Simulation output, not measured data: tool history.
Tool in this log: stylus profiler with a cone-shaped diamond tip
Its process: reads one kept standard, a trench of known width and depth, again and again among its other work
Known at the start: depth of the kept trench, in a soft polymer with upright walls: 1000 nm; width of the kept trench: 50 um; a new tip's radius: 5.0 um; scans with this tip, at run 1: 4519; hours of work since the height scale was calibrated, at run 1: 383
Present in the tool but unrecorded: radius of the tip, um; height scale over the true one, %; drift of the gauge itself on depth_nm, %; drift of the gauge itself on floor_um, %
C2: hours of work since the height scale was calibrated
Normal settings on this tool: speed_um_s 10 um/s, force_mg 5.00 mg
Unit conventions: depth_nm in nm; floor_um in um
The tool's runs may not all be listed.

Run 1, hour 0.0: usual settings; scans with this tip 4519; C2 383. Result: depth_nm 1016.56 nm, floor_um 43.11 um.
Run 2, hour 16.7: usual settings; scans with this tip 4610; C2 391. Result: depth_nm 1016.05 nm, floor_um 43.10 um.
Run 3, hour 37.2: usual settings; scans with this tip 4721; C2 400. Result: depth_nm 1016.57 nm, floor_um 43.07 um.
Run 4, hour 58.5: usual settings; scans with this tip 4837; C2 410. Result: depth_nm 1015.95 nm, floor_um 43.06 um.
Run 5, hour 75.5: usual settings; scans with this tip 4930; C2 418. Result: depth_nm 1016.39 nm, floor_um 43.02 um.
Run 6, hour 89.3: usual settings; scans with this tip 5005; C2 424. Result: depth_nm 1016.40 nm, floor_um 42.97 um.
Run 7, hour 104.3: usual settings; scans with this tip 5086; C2 431. Result: depth_nm 1016.42 nm, floor_um 42.99 um.
Run 8, hour 122.3: usual settings; scans with this tip 5184; C2 440. Result: depth_nm 1016.58 nm, floor_um 43.01 um.
Run 9, hour 138.0: usual settings but speed_um_s 19 um/s, force_mg 8.37 mg; scans with this tip 5270; C2 447. Result: depth_nm 1021.95 nm, floor_um 42.98 um.
Run 10, hour 153.5: usual settings but speed_um_s 2 um/s, force_mg 6.22 mg; scans with this tip 5354; C2 454. Result: depth_nm 1018.92 nm, floor_um 42.97 um.
Run 11, hour 166.5: usual settings but speed_um_s 2 um/s, force_mg 11.01 mg; scans with this tip 5425; C2 460. Result: depth_nm 1026.13 nm, floor_um 43.00 um.
Run 12, hour 177.6: usual settings but speed_um_s 13 um/s, force_mg 10.65 mg; scans with this tip 5485; C2 465. Result: depth_nm 1026.13 nm, floor_um 43.01 um.
Run 13, hour 187.6: usual settings but speed_um_s 9 um/s, force_mg 10.65 mg; scans with this tip 5540; C2 470. Result: depth_nm 1025.79 nm, floor_um 42.95 um.
Run 14, hour 200.7: usual settings but speed_um_s 9 um/s, force_mg 10.65 mg; scans with this tip 5611; C2 476. Result: depth_nm 1026.02 nm, floor_um 42.86 um.
Run 15, hour 215.3: usual settings but speed_um_s 34 um/s, force_mg 10.00 mg; scans with this tip 5690; C2 483. Result: depth_nm 1024.47 nm, floor_um 42.79 um.

Here are 4 independent what-if runs from the current tool condition. What would each one return?
Run A, hour 231.6: usual settings but speed_um_s 2 um/s, force_mg 9.80 mg; scans with this tip 5779; C2 490. Result: depth_nm ?, floor_um ?.
Run B, hour 231.6: usual settings but speed_um_s 17 um/s, force_mg 3.75 mg; scans with this tip 5779; C2 490. Result: depth_nm ?, floor_um ?.
Run C, hour 231.6: usual settings but force_mg 11.59 mg; scans with this tip 5779; C2 490. Result: depth_nm ?, floor_um ?.
Run D, hour 231.6: usual settings but speed_um_s 26 um/s, force_mg 4.12 mg; scans with this tip 5779; C2 490. Result: depth_nm ?, floor_um ?.

run  depth_nm  floor_um
  A   1024.41     42.94
  B   1014.61     42.82
  C   1027.15     42.96
  D   1014.78     42.80
Take away the tool's hidden state, keep each run's random variation, and the runs would have read:
run  depth_nm  floor_um
  A   1021.66     44.02
  B   1011.89     43.90
  C   1024.39     44.04
  D   1012.05     43.88
